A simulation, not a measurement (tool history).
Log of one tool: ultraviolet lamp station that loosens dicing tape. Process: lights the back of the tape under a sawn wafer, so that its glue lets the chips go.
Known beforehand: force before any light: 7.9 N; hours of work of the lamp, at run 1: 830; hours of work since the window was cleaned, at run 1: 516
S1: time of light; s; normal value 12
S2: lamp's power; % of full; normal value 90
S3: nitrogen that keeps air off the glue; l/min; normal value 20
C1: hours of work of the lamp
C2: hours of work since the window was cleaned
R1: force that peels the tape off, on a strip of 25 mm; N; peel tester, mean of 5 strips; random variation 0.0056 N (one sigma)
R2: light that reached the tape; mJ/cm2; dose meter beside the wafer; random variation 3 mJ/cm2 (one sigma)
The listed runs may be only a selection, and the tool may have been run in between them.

run 1 day=0 | S1=12 S2=90 S3=20 | C1=830 C2=516 | R1=0.25 R2=321
run 2 day=1.829 | S1=12 S2=90 S3=20 | C1=851 C2=537 | R1=0.263 R2=321
-- day=2.975 window cleaned of glue's vapour
run 3 day=3.858 | S1=12 S2=90 S3=12 | C1=874 C2=10 | R1=0.372 R2=331
run 4 day=5.4 | S1=7 S2=90 S3=20 | C1=891 C2=27 | R1=0.83 R2=193
run 5 day=7.996 | S1=7 S2=90 S3=20 | C1=920 C2=57 | R1=0.87 R2=187
run 6 day=9.717 | S1=7 S2=90 S3=20 | C1=940 C2=76 | R1=0.884 R2=188
run 7 day=12.575 | S1=12 S2=90 S3=20 | C1=972 C2=108 | R1=0.252 R2=319
run 8 day=14.75 | S1=12 S2=90 S3=20 | C1=997 C2=133 | R1=0.261 R2=312
run 9 day=18.092 | S1=12 S2=90 S3=20 | C1=1034 C2=171 | R1=0.287 R2=307
run 10 day=19.446 | S1=13 S2=63 S3=7 | C1=1050 C2=186 | R1=1.33 R2=233
run 11 day=21.033 | S1=9 S2=86 S3=7 | C1=1068 C2=204 | R1=1.399 R2=220
run 12 day=23.196 | S1=11 S2=90 S3=20 | C1=1092 C2=228 | R1=0.348 R2=273
run 13 day=24.771 | S1=11 S2=90 S3=20 | C1=1110 C2=246 | R1=0.364 R2=276
run 14 day=27.679 | S1=10 S2=72 S3=8 | C1=1143 C2=279 | R1=1.525 R2=193
run 15 day=30.271 | S1=10 S2=63 S3=14 | C1=1172 C2=308 | R1=1.448 R2=170

Measured minus without-hidden-state, run by run (identical run-to-run variation in each term; gauge scatter may differ):
The hidden state here: lamp's light, % of a new lamp's; light that the window lets through, % of a clean one's; drift of the gauge itself on peel_n, %; drift of the gauge itself on dose_mj_cm2, %.
run=1 R1=+0.121 R2=-120
run=2 R1=+0.127 R2=-122
run=3 R1=+0.191 R2=-111
run=4 R1=+0.409 R2=-65
run=5 R1=+0.437 R2=-68
run=6 R1=+0.455 R2=-70
run=7 R1=+0.125 R2=-123
run=8 R1=+0.131 R2=-126
run=9 R1=+0.149 R2=-132
run=10 R1=+0.692 R2=-101
run=11 R1=+0.716 R2=-98
run=12 R1=+0.206 R2=-128
run=13 R1=+0.22 R2=-130
run=14 R1=+0.814 R2=-97
run=15 R1=+0.815 R2=-87

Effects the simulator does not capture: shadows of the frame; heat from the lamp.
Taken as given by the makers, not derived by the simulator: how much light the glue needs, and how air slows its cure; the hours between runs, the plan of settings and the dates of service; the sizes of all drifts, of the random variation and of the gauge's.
